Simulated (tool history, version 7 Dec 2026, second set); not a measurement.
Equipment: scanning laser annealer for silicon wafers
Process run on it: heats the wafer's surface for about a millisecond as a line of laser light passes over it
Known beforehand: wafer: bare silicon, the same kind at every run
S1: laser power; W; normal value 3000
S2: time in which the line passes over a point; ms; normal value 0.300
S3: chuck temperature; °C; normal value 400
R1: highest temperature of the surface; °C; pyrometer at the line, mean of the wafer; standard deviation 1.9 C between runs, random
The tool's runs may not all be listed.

run 1 hour=0.0 | S1=3000 S2=0.300 S3=400 | R1=1133
-- hour=43.5 optics aligned, line set to its width
run 2 hour=83.7 | S1=3000 S2=0.300 S3=400 | R1=1118
run 3 hour=163.0 | S1=3045 S2=0.300 S3=400 | R1=1130
run 4 hour=207.7 | S1=3000 S2=0.300 S3=376 | R1=1095
run 5 hour=239.8 | S1=3000 S2=0.300 S3=376 | R1=1088
run 6 hour=318.8 | S1=2588 S2=0.300 S3=400 | R1=990
-- hour=354.6 optics aligned, line set to its width, once more
run 7 hour=395.7 | S1=2588 S2=0.300 S3=400 | R1=1013
run 8 hour=456.6 | S1=3000 S2=0.300 S3=400 | R1=1141
run 9 hour=517.4 | S1=3297 S2=0.300 S3=400 | R1=1237
run 10 hour=551.7 | S1=3297 S2=0.300 S3=400 | R1=1231
run 11 hour=608.2 | S1=3297 S2=0.300 S3=400 | R1=1239
run 12 hour=666.8 | S1=3297 S2=0.300 S3=400 | R1=1233
run 13 hour=731.9 | S1=3297 S2=0.300 S3=400 | R1=1233
run 14 hour=806.9 | S1=3297 S2=0.300 S3=400 | R1=1231
run 15 hour=865.7 | S1=3297 S2=0.300 S3=400 | R1=1225
run 16 hour=914.8 | S1=3000 S2=0.300 S3=400 | R1=1130
run 17 hour=954.3 | S1=3000 S2=0.300 S3=400 | R1=1131
run 18 hour=997.9 | S1=2900 S2=0.300 S3=400 | R1=1099
run 19 hour=1043.6 | S1=2816 S2=0.314 S3=429 | R1=1120
run 20 hour=1112.8 | S1=2863 S2=0.362 S3=400 | R1=1165
run 21 hour=1157.9 | S1=2863 S2=0.362 S3=400 | R1=1167
run 22 hour=1201.8 | S1=2863 S2=0.362 S3=400 | R1=1164
run 23 hour=1242.0 | S1=2863 S2=0.362 S3=400 | R1=1165
run 24 hour=1295.7 | S1=3000 S2=0.232 S3=378 | R1=1002
run 25 hour=1351.0 | S1=2968 S2=0.276 S3=405 | R1=1085
run 26 hour=1416.8 | S1=2968 S2=0.276 S3=405 | R1=1083
run 27 hour=1450.3 | S1=2617 S2=0.316 S3=406 | R1=1028
run 28 hour=1512.3 | S1=3076 S2=0.300 S3=431 | R1=1175
-- hour=1566.3 window over the wafer cleaned
run 29 hour=1573.6 | S1=3076 S2=0.300 S3=431 | R1=1198
run 30 hour=1616.0 | S1=3000 S2=0.374 S3=363 | R1=1214
run 31 hour=1693.6 | S1=2752 S2=0.285 S3=417 | R1=1059
run 32 hour=1770.9 | S1=2776 S2=0.236 S3=384 | R1=963
run 33 hour=1822.0 | S1=2776 S2=0.236 S3=370 | R1=945
run 34 hour=1853.9 | S1=3000 S2=0.300 S3=361 | R1=1098
run 35 hour=1897.0 | S1=3000 S2=0.300 S3=361 | R1=1095

4 ways to go on from here, each from the tool as it stands after run 35. What would each give?
run A hour=1962.8 | S1=3000 S2=0.294 S3=361 | R1=?
run B hour=1962.8 | S1=3144 S2=0.300 S3=400 | R1=?
run C hour=1962.8 | S1=3000 S2=0.300 S3=387 | R1=?
run D hour=1962.8 | S1=3189 S2=0.300 S3=407 | R1=?

run=A R1=1088
run=B R1=1180
run=C R1=1120
run=D R1=1205
The same runs, with their run-to-run variation unchanged, on a tool lacking any hidden condition would have given:
run=A R1=1111
run=B R1=1205
run=C R1=1144
run=D R1=1230
